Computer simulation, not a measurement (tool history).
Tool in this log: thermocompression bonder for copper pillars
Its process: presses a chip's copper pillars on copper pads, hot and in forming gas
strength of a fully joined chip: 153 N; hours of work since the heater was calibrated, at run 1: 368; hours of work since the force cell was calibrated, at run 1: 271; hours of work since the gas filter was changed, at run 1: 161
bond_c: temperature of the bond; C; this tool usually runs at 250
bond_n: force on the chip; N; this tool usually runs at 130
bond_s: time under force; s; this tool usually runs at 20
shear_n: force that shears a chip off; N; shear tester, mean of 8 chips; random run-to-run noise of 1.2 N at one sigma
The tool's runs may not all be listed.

run,hour,bond_c,bond_n,bond_s,hours of work since the heater was calibrated,hours of work since the force cell was calibrated,hours of work since the gas filter was changed,shear_n
1,0.0,250,130,20,368,271,161,105.5
2,43.7,221,130,20,391,294,184,83.6
3,103.4,221,130,20,423,326,216,81.1
4,181.9,221,130,20,464,368,257,79.6
# hour 225.8: forming gas filter changed
5,225.8,221,130,20,487,391,0,85.8
6,282.7,221,130,20,518,421,30,84.6
7,346.4,221,130,11,551,455,64,69.8
8,388.8,221,130,11,574,477,87,70.0
9,446.5,221,130,11,605,508,117,68.5
10,491.0,221,130,21,628,532,141,82.9
11,567.7,221,178,21,669,572,182,101.6
12,601.4,239,130,20,687,590,199,94.2
13,637.2,239,130,20,706,609,218,94.5
14,714.0,250,130,20,747,650,259,99.7
# hour 753.3: forming gas filter changed
15,784.6,250,130,20,784,687,17,107.7
16,818.1,250,130,20,802,705,34,106.7
17,865.5,250,130,20,827,730,60,102.5
18,910.3,250,130,20,851,754,83,103.8
19,984.1,250,130,20,890,793,123,103.9
20,1019.8,250,130,20,909,812,142,100.2
21,1085.5,221,148,15,944,847,176,81.1
22,1146.8,221,148,15,976,879,209,79.6
23,1211.2,222,97,20,1010,914,243,63.4
# hour 1279.6: forming gas filter changed
24,1279.6,222,97,20,1046,950,0,68.2
25,1313.7,279,105,17,1064,968,18,106.8
26,1348.4,273,130,20,1083,986,37,119.8
27,1392.1,254,102,20,1106,1009,60,90.6
28,1461.5,275,102,29,1143,1046,97,114.7
29,1503.6,238,130,57,1165,1069,119,120.1
30,1556.0,245,142,49,1193,1096,147,122.6
31,1607.8,245,142,49,1221,1124,174,123.6
# hour 1650.7: heater calibrated with a thermocouple chip
32,1674.6,262,139,26,13,1158,209,119.0
33,1729.0,226,112,15,42,1187,238,69.4
34,1778.9,250,135,29,68,1214,264,109.9
# hour 1809.1: forming gas filter changed
35,1846.0,227,135,29,103,1249,20,101.5
# hour 1915.8: force cell calibrated
36,1924.6,227,135,29,144,5,61,103.4
37,2001.5,227,135,29,185,46,101,100.1
38,2049.3,263,121,44,211,71,127,127.4
39,2120.3,254,95,20,248,109,164,88.7

Predict each of these 3 candidate next runs independently; none follows another, all start after run 39:
A,2184.3,257,130,59,282,143,198,?
B,2184.3,246,97,34,282,143,198,?
C,2184.3,250,108,20,282,143,198,?

run,shear_n
A,131.9
B,98.5
C,89.6
With no hidden state in the tool, these same runs would have given:
run,shear_n
A,140.8
B,106.3
C,96.7
